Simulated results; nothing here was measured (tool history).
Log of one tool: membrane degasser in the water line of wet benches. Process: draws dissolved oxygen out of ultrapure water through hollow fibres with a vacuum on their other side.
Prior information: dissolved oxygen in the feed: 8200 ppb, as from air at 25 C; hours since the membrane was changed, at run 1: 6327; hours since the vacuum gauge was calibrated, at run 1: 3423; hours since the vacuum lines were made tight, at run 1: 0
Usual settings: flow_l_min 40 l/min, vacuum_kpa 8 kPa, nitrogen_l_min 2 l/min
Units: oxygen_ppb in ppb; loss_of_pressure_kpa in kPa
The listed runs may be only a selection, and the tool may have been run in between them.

| run | day | flow_l_min | vacuum_kpa | nitrogen_l_min | hours since the membrane was changed | hours since the vacuum gauge was calibrated | hours since the vacuum lines were made tight | oxygen_ppb | loss_of_pressure_kpa |
|---|---|---|---|---|---|---|---|---|---|
| 1 | 0 | 40 | 8 | 2 | 6327 | 3423 | 0 | 357.3 | 26.42 |
| 2 | 4.754 | 35 | 8 | 2 | 6441 | 3537 | 114 | 297.6 | 23.21 |
| 3 | 8.475 | 35 | 8 | 2 | 6531 | 3627 | 203 | 300.7 | 23.09 |
| 4 | 12.092 | 35 | 8 | 2 | 6617 | 3713 | 290 | 302.9 | 23.33 |
| 5 | 14.904 | 40 | 4.97 | 2 | 6685 | 3781 | 358 | 227.8 | 26.45 |
| 6 | 18.142 | 40 | 4.97 | 2 | 6763 | 3859 | 435 | 227.4 | 26.21 |
| 7 | 24.533 | 40 | 4.97 | 1.58 | 6916 | 4012 | 589 | 241.4 | 26.19 |
| 8 | 31.188 | 40 | 4.97 | 1.58 | 7076 | 4172 | 748 | 252.5 | 26.64 |
| 9 | 36.629 | 40 | 4.97 | 1.58 | 7206 | 4302 | 879 | 244.5 | 26.71 |
| 10 | 40.375 | 40 | 4.97 | 1.58 | 7296 | 4392 | 969 | 244.9 | 26.62 |
| 11 | 45.567 | 40 | 8.92 | 3.89 | 7421 | 4517 | 1094 | 286.6 | 26.4 |
| 12 | 51.171 | 40 | 8.92 | 3.89 | 7555 | 4651 | 1228 | 288.7 | 26.41 |
| 13 | 56.767 | 39 | 14.71 | 3.65 | 7690 | 4786 | 1362 | 412.8 | 25.75 |
| 14 | 60.683 | 45 | 14.71 | 3.65 | 7784 | 4880 | 1456 | 494.3 | 30.09 |

For run 15, what comes out?
| 15 | 65.242 | 45 | 14.71 | 3.65 | 7893 | 4989 | 1566 | ? | ? |

oxygen_ppb: 499 ppb
loss_of_pressure_kpa: 29.93 kPa
The same run, on a tool lacking any hidden state, would have yielded oxygen_ppb 498 ppb, loss_of_pressure_kpa 29.9 kPa.

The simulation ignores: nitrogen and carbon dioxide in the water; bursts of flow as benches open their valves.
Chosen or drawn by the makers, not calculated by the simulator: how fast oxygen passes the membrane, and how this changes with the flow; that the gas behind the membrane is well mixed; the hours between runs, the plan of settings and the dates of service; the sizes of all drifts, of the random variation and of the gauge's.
